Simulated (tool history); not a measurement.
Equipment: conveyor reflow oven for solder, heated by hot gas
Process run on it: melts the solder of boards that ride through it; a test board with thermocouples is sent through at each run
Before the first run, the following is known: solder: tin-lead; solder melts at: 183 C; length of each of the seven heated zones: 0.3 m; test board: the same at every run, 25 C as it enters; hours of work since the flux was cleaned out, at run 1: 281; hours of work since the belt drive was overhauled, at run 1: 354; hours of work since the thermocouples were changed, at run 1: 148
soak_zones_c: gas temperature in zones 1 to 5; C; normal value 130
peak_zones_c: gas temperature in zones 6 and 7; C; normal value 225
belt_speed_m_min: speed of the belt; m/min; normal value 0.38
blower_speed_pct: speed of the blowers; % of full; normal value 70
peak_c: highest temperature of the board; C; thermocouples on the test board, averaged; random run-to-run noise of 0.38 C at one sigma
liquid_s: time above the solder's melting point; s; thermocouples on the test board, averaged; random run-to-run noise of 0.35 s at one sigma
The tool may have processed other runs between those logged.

run	hour	soak_zones_c	peak_zones_c	belt_speed_m_min	blower_speed_pct	hours of work since the flux was cleaned out	hours of work since the belt drive was overhauled	hours of work since the thermocouples were changed	peak_c	liquid_s
1	0	130	225	0.38	70	281	354	148	212.9	65.1
2	16	130	225	0.38	75	288	361	155	214.4	66.3
3	32.3	130	225	0.38	52	294	367	161	207.3	57.5
4	42.8	130	225	0.38	52	298	371	165	207.5	56.6
5	60.1	130	225	0.38	52	305	378	172	207.7	56
6	78.2	130	225	0.38	52	313	386	180	207.4	57
7	90.7	130	225	0.38	52	318	391	185	207.6	56.7
8	103.2	130	225	0.38	52	323	396	190	206.9	56.8
9	120.7	130	225	0.38	70	330	403	197	212.3	65
10	132.3	130	225	0.38	70	335	408	202	212.6	65.1
11	151.4	121	225	0.38	70	343	416	210	211.9	59.7
12	162.5	121	225	0.38	70	347	420	214	211.9	60.1
13	173.9	139	225	0.38	70	352	425	219	213.9	70.2
14	184.7	139	225	0.38	70	356	429	223	214.7	69.7
15	194.2	139	225	0.38	70	360	433	227	214.1	70.5
16	205.5	139	225	0.311	70	365	438	232	218.6	93.2
17	217.7	126	225	0.441	70	370	443	237	207.6	47.6
18	232.2	119	225	0.306	70	376	449	243	217	84.5
19	251.3	121	225	0.38	70	383	456	250	211.1	60.3
20	269.6	121	225	0.38	70	391	464	258	211.2	60
21	284.2	131	234	0.345	64	397	470	264	222.6	82.1
22	293.3	131	234	0.345	64	400	473	267	223.6	81.6
23	306.7	142	237	0.38	51	406	479	273	220	75
24	328.1	130	237	0.377	85	415	488	282	226.9	78.6
25	347.1	124	225	0.423	70	422	495	289	208.7	51.1
26	364.4	120	225	0.406	66	429	502	296	207.8	50.6
27	383.9	120	213	0.354	88	437	510	304	204.6	60.1
# hour 399.4: flux residue cleaned out of gas plates and filters
28	408	137	238	0.38	70	4	518	312	227.9	80.7
29	419.1	134	229	0.328	67	8	523	317	221.3	89.1
30	432.9	126	225	0.38	70	14	528	322	214.5	65.8
31	441.8	126	225	0.38	70	17	532	326	214.7	66.1
32	455.7	126	225	0.38	70	23	538	332	214.4	65

Each row is a separate what-if for the run after 32, all from the same tool condition, not one after another. Results?
A	474	126	231	0.38	63	30	545	339	?	?
B	474	130	225	0.434	84	30	545	339	?	?
C	474	116	238	0.442	70	30	545	339	?	?

run	peak_c	liquid_s
A	217.5	68.1
B	213.9	58.3
C	219	56.4
Without the tool's hidden state the same runs would have given:
run	peak_c	liquid_s
A	216.1	66.3
B	212.6	56.8
C	217.7	54.8
